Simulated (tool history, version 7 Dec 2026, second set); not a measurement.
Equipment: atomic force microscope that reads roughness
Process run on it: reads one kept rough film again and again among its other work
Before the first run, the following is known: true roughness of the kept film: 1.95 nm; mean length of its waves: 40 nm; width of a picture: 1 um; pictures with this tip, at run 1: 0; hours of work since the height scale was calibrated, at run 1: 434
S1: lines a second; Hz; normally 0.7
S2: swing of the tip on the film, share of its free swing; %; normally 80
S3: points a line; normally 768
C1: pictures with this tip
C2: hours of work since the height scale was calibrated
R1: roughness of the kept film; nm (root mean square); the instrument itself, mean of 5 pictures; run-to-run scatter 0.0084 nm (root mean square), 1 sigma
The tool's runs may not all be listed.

run,hour,S1,S2,S3,C1,C2,R1
1,0,0.7,80,768,0,434,1.844
2,30.1,0.7,80,768,34,450,1.828
3,66.1,0.7,80,768,75,468,1.801
4,109.8,2.263,80,768,124,491,1.672
5,150.4,2.263,80,768,170,512,1.662
# hour 155.4: new tip fitted
6,197,0.7,80,768,48,536,1.808
7,217.8,0.7,80,768,71,546,1.797
8,239.9,2.748,80,768,96,558,1.655
9,267.3,0.7,80,375,127,572,1.771
10,305.7,0.7,80,768,171,592,1.73
# hour 310.5: new tip fitted
11,329.2,0.7,80,518,21,604,1.846
12,366.6,0.7,80,768,63,623,1.817
13,414.1,0.7,80,369,117,647,1.759
14,454.2,0.7,87,768,163,668,1.724
# hour 462.7: new tip fitted
15,505.3,0.7,87,768,48,694,1.798
16,541.3,0.7,87,768,89,713,1.77
17,570.1,0.7,87,768,122,727,1.753
18,597.6,0.7,80,768,153,742,1.751
# hour 617.5: new tip fitted
19,644.2,0.697,80,360,30,765,1.835
20,669,0.697,80,360,58,778,1.801
# hour 673.9: height scale calibrated on a step standard
21,713.6,0.697,80,360,108,20,1.789
# hour 748: height scale calibrated on a step standard, once more
22,762.1,1.314,67,959,162,7,1.75
# hour 772.4: new tip fitted
23,798.4,0.91,58,466,29,26,1.836
24,826,2.235,68,768,60,40,1.779
25,863.8,0.7,68,768,103,59,1.787
26,909.3,0.7,68,768,155,83,1.763
# hour 925.4: new tip fitted
27,935.9,1.245,61,768,12,96,1.867
28,963.6,3.848,58,768,43,111,1.798
29,1002.8,0.931,56,768,87,131,1.826
30,1048.6,0.931,56,768,139,155,1.778
31,1075.1,0.931,56,768,169,168,1.762
# hour 1078.8: new tip fitted
32,1117.1,1.949,55,391,44,190,1.833
33,1149,2.147,80,399,80,206,1.706
34,1184.5,2.147,85,628,120,224,1.637
35,1209.2,2.728,64,593,148,237,1.703

Alternative continuations, all from the tool just after run 35; predict every row:
# hour 1231.9: new tip fitted
A,1248.4,3.2,67,319,19,257,?
# hour 1231.9: new tip fitted
B,1248.4,2.728,73,302,19,257,?
# hour 1231.9: new tip fitted
C,1248.4,0.531,58,987,19,257,?

run,R1
A,1.771
B,1.743
C,1.868
Without the tool's hidden state the same runs would have given:
run,R1
A,1.786
B,1.757
C,1.883

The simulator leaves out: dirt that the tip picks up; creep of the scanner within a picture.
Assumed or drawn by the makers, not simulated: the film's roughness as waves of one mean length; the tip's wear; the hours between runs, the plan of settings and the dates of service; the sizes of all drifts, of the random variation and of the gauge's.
